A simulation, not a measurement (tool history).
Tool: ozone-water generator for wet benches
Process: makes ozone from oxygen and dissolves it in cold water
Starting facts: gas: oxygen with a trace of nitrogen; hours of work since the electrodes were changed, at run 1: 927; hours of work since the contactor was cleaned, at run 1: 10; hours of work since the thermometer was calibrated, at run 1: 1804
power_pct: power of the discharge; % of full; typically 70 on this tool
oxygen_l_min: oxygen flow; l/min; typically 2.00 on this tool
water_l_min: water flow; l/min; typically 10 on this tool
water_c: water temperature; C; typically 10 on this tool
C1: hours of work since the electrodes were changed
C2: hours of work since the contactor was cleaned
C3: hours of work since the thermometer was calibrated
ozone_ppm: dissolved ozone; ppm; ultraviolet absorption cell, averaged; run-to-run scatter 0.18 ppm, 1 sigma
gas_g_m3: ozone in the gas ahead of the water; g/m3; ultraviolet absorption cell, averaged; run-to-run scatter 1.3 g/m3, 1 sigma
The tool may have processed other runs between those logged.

{"run": 1, "day": 0.0, "power_pct": 70, "oxygen_l_min": 2.0, "water_l_min": 10, "water_c": 10, "C1": 927, "C2": 10, "C3": 1804, "ozone_ppm": 25.1, "gas_g_m3": 244.5}
{"run": 2, "day": 8.05, "power_pct": 70, "oxygen_l_min": 2.0, "water_l_min": 10, "water_c": 10, "C1": 1116, "C2": 200, "C3": 1994, "ozone_ppm": 25.2, "gas_g_m3": 239.3}
{"run": 3, "day": 14.138, "power_pct": 70, "oxygen_l_min": 2.0, "water_l_min": 10, "water_c": 10, "C1": 1260, "C2": 343, "C3": 2137, "ozone_ppm": 25.4, "gas_g_m3": 243.4}
{"run": 4, "day": 18.479, "power_pct": 70, "oxygen_l_min": 2.0, "water_l_min": 10, "water_c": 10, "C1": 1362, "C2": 445, "C3": 2239, "ozone_ppm": 25.3, "gas_g_m3": 240.4}
{"run": 5, "day": 27.717, "power_pct": 70, "oxygen_l_min": 2.0, "water_l_min": 10, "water_c": 10, "C1": 1579, "C2": 663, "C3": 2457, "ozone_ppm": 25.1, "gas_g_m3": 242.3}
{"run": 6, "day": 35.288, "power_pct": 70, "oxygen_l_min": 2.0, "water_l_min": 10, "water_c": 10, "C1": 1758, "C2": 841, "C3": 2635, "ozone_ppm": 25.4, "gas_g_m3": 240.0}
{"run": 7, "day": 39.504, "power_pct": 70, "oxygen_l_min": 2.0, "water_l_min": 10, "water_c": 10, "C1": 1857, "C2": 940, "C3": 2734, "ozone_ppm": 25.3, "gas_g_m3": 240.0}
{"run": 8, "day": 48.412, "power_pct": 70, "oxygen_l_min": 2.0, "water_l_min": 10, "water_c": 10, "C1": 2067, "C2": 1150, "C3": 2944, "ozone_ppm": 25.2, "gas_g_m3": 240.7}
{"run": 9, "day": 53.179, "power_pct": 70, "oxygen_l_min": 2.0, "water_l_min": 10, "water_c": 10, "C1": 2179, "C2": 1262, "C3": 3057, "ozone_ppm": 24.8, "gas_g_m3": 240.3}
{"run": 10, "day": 62.071, "power_pct": 70, "oxygen_l_min": 2.0, "water_l_min": 10, "water_c": 10, "C1": 2388, "C2": 1472, "C3": 3266, "ozone_ppm": 25.3, "gas_g_m3": 245.3}
{"run": 11, "day": 68.129, "power_pct": 70, "oxygen_l_min": 3.02, "water_l_min": 10, "water_c": 10, "C1": 2531, "C2": 1614, "C3": 3409, "ozone_ppm": 26.9, "gas_g_m3": 196.7}
{"run": 12, "day": 76.233, "power_pct": 70, "oxygen_l_min": 2.0, "water_l_min": 10, "water_c": 10, "C1": 2722, "C2": 1805, "C3": 3599, "ozone_ppm": 25.4, "gas_g_m3": 239.8}
{"day": 80.904, "done": "water thermometer calibrated"}
{"run": 13, "day": 84.888, "power_pct": 70, "oxygen_l_min": 2.0, "water_l_min": 10, "water_c": 10, "C1": 2925, "C2": 2008, "C3": 94, "ozone_ppm": 25.5, "gas_g_m3": 237.7}
{"run": 14, "day": 89.4, "power_pct": 70, "oxygen_l_min": 2.0, "water_l_min": 10, "water_c": 10, "C1": 3032, "C2": 2115, "C3": 200, "ozone_ppm": 24.9, "gas_g_m3": 239.3}
{"run": 15, "day": 94.988, "power_pct": 70, "oxygen_l_min": 1.95, "water_l_min": 10, "water_c": 10, "C1": 3163, "C2": 2246, "C3": 332, "ozone_ppm": 25.2, "gas_g_m3": 244.3}
{"run": 16, "day": 102.833, "power_pct": 70, "oxygen_l_min": 2.0, "water_l_min": 15, "water_c": 10, "C1": 3348, "C2": 2431, "C3": 516, "ozone_ppm": 17.1, "gas_g_m3": 237.3}
{"run": 17, "day": 108.775, "power_pct": 70, "oxygen_l_min": 2.0, "water_l_min": 15, "water_c": 10, "C1": 3488, "C2": 2571, "C3": 656, "ozone_ppm": 17.0, "gas_g_m3": 238.0}
{"run": 18, "day": 116.875, "power_pct": 66, "oxygen_l_min": 2.0, "water_l_min": 15, "water_c": 13, "C1": 3679, "C2": 2762, "C3": 847, "ozone_ppm": 15.8, "gas_g_m3": 225.5}
{"run": 19, "day": 125.392, "power_pct": 66, "oxygen_l_min": 2.0, "water_l_min": 15, "water_c": 13, "C1": 3879, "C2": 2962, "C3": 1048, "ozone_ppm": 16.2, "gas_g_m3": 226.9}
{"run": 20, "day": 130.142, "power_pct": 66, "oxygen_l_min": 1.79, "water_l_min": 8, "water_c": 13, "C1": 3991, "C2": 3074, "C3": 1160, "ozone_ppm": 27.8, "gas_g_m3": 237.0}
{"run": 21, "day": 134.25, "power_pct": 85, "oxygen_l_min": 3.02, "water_l_min": 13, "water_c": 13, "C1": 4088, "C2": 3171, "C3": 1256, "ozone_ppm": 24.6, "gas_g_m3": 232.2}
{"run": 22, "day": 139.117, "power_pct": 49, "oxygen_l_min": 1.2, "water_l_min": 10, "water_c": 10, "C1": 4202, "C2": 3285, "C3": 1371, "ozone_ppm": 16.4, "gas_g_m3": 222.2}
{"run": 23, "day": 144.471, "power_pct": 70, "oxygen_l_min": 1.11, "water_l_min": 10, "water_c": 10, "C1": 4328, "C2": 3412, "C3": 1497, "ozone_ppm": 21.8, "gas_g_m3": 317.1}
{"run": 24, "day": 153.138, "power_pct": 70, "oxygen_l_min": 1.11, "water_l_min": 10, "water_c": 10, "C1": 4533, "C2": 3616, "C3": 1701, "ozone_ppm": 21.7, "gas_g_m3": 316.6}
{"run": 25, "day": 161.862, "power_pct": 70, "oxygen_l_min": 1.11, "water_l_min": 10, "water_c": 10, "C1": 4738, "C2": 3821, "C3": 1906, "ozone_ppm": 21.7, "gas_g_m3": 315.5}
{"run": 26, "day": 169.008, "power_pct": 70, "oxygen_l_min": 2.0, "water_l_min": 7, "water_c": 10, "C1": 4906, "C2": 3989, "C3": 2075, "ozone_ppm": 33.8, "gas_g_m3": 237.2}
{"run": 27, "day": 177.692, "power_pct": 70, "oxygen_l_min": 1.79, "water_l_min": 15, "water_c": 10, "C1": 5111, "C2": 4194, "C3": 2279, "ozone_ppm": 16.4, "gas_g_m3": 250.3}
{"run": 28, "day": 182.121, "power_pct": 90, "oxygen_l_min": 2.0, "water_l_min": 8, "water_c": 10, "C1": 5215, "C2": 4298, "C3": 2384, "ozone_ppm": 38.4, "gas_g_m3": 297.6}
{"run": 29, "day": 186.125, "power_pct": 90, "oxygen_l_min": 2.0, "water_l_min": 8, "water_c": 10, "C1": 5309, "C2": 4393, "C3": 2478, "ozone_ppm": 38.6, "gas_g_m3": 295.1}
{"run": 30, "day": 194.879, "power_pct": 90, "oxygen_l_min": 2.0, "water_l_min": 8, "water_c": 10, "C1": 5515, "C2": 4599, "C3": 2684, "ozone_ppm": 37.9, "gas_g_m3": 292.7}
{"run": 31, "day": 202.838, "power_pct": 90, "oxygen_l_min": 2.0, "water_l_min": 8, "water_c": 10, "C1": 5703, "C2": 4786, "C3": 2871, "ozone_ppm": 38.0, "gas_g_m3": 295.9}
{"run": 32, "day": 206.708, "power_pct": 90, "oxygen_l_min": 2.0, "water_l_min": 8, "water_c": 10, "C1": 5794, "C2": 4877, "C3": 2963, "ozone_ppm": 38.1, "gas_g_m3": 291.5}
{"run": 33, "day": 213.688, "power_pct": 53, "oxygen_l_min": 2.0, "water_l_min": 10, "water_c": 5, "C1": 5958, "C2": 5042, "C3": 3127, "ozone_ppm": 20.6, "gas_g_m3": 183.7}

3 options for the next run, each taken on its own from the tool as it stands now. Forecast them:
{"run": "A", "day": 218.371, "power_pct": 70, "oxygen_l_min": 2.0, "water_l_min": 9, "water_c": 10, "C1": 6069, "C2": 5152, "C3": 3237, "ozone_ppm": "?", "gas_g_m3": "?"}
{"run": "B", "day": 218.371, "power_pct": 53, "oxygen_l_min": 2.0, "water_l_min": 15, "water_c": 5, "C1": 6069, "C2": 5152, "C3": 3237, "ozone_ppm": "?", "gas_g_m3": "?"}
{"run": "C", "day": 218.371, "power_pct": 51, "oxygen_l_min": 2.0, "water_l_min": 10, "water_c": 11, "C1": 6069, "C2": 5152, "C3": 3237, "ozone_ppm": "?", "gas_g_m3": "?"}

run=A ozone_ppm=27.5 gas_g_m3=236.7
run=B ozone_ppm=13.9 gas_g_m3=184.0
run=C ozone_ppm=18.9 gas_g_m3=177.2
Take away the tool's hidden state, keep each run's random variation, and the runs would have read:
run=A ozone_ppm=27.5 gas_g_m3=243.0
run=B ozone_ppm=13.9 gas_g_m3=188.8
run=C ozone_ppm=18.9 gas_g_m3=181.9
